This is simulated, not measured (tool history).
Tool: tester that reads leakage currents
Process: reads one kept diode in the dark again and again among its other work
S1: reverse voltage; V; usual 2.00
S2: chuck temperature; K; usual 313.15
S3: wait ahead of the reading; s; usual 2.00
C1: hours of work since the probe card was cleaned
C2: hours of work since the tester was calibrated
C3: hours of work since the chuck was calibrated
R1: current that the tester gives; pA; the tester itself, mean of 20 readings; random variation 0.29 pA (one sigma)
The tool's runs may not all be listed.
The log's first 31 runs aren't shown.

Run 32, hour 2199.8: usual settings but S1 7.03 V, S3 0.39 s; C1 535; C2 1909; C3 291. Result: R1 168.13 pA.
Run 33, hour 2271.4: usual settings but S1 4.60 V, S2 305.15 K; C1 564; C2 1937; C3 320. Result: R1 84.69 pA.
Run 34, hour 2325.5: usual settings but S1 4.60 V, S2 305.15 K; C1 586; C2 1959; C3 341. Result: R1 84.85 pA.
Run 35, hour 2406.3: usual settings but S1 4.60 V, S2 305.15 K; C1 618; C2 1992; C3 374. Result: R1 86.30 pA.
Run 36, hour 2447.0: usual settings but S1 4.60 V, S2 305.15 K; C1 635; C2 2008; C3 390. Result: R1 86.18 pA.
Run 37, hour 2520.2: usual settings but S2 294.15 K, S3 1.48 s; C1 664; C2 2037; C3 419. Result: R1 29.09 pA.
Run 38, hour 2613.9: usual settings but S2 294.15 K, S3 1.48 s; C1 702; C2 2075; C3 457. Result: R1 29.46 pA.
Run 39, hour 2700.4: usual settings but S2 294.15 K, S3 1.48 s; C1 736; C2 2109; C3 492. Result: R1 29.69 pA.

4 ways to go on from here, each from the tool as it stands after run 39. What would each give?
Run A, hour 2782.0: usual settings but S3 1.26 s; C1 769; C2 2142; C3 524. Result: R1 ?.
Run B, hour 2782.0: usual settings but S1 13.54 V, S3 8.40 s; C1 769; C2 2142; C3 524. Result: R1 ?.
Run C, hour 2782.0: usual settings but S3 1.95 s; C1 769; C2 2142; C3 524. Result: R1 ?.
Run D, hour 2782.0: usual settings but S2 294.15 K, S3 0.42 s; C1 769; C2 2142; C3 524. Result: R1 ?.

run      R1
  A  105.35
  B  233.21
  C  105.29
  D   30.11
Without the tool's hidden state the same runs would have given:
run      R1
  A   93.94
  B  194.70
  C   93.88
  D   24.57
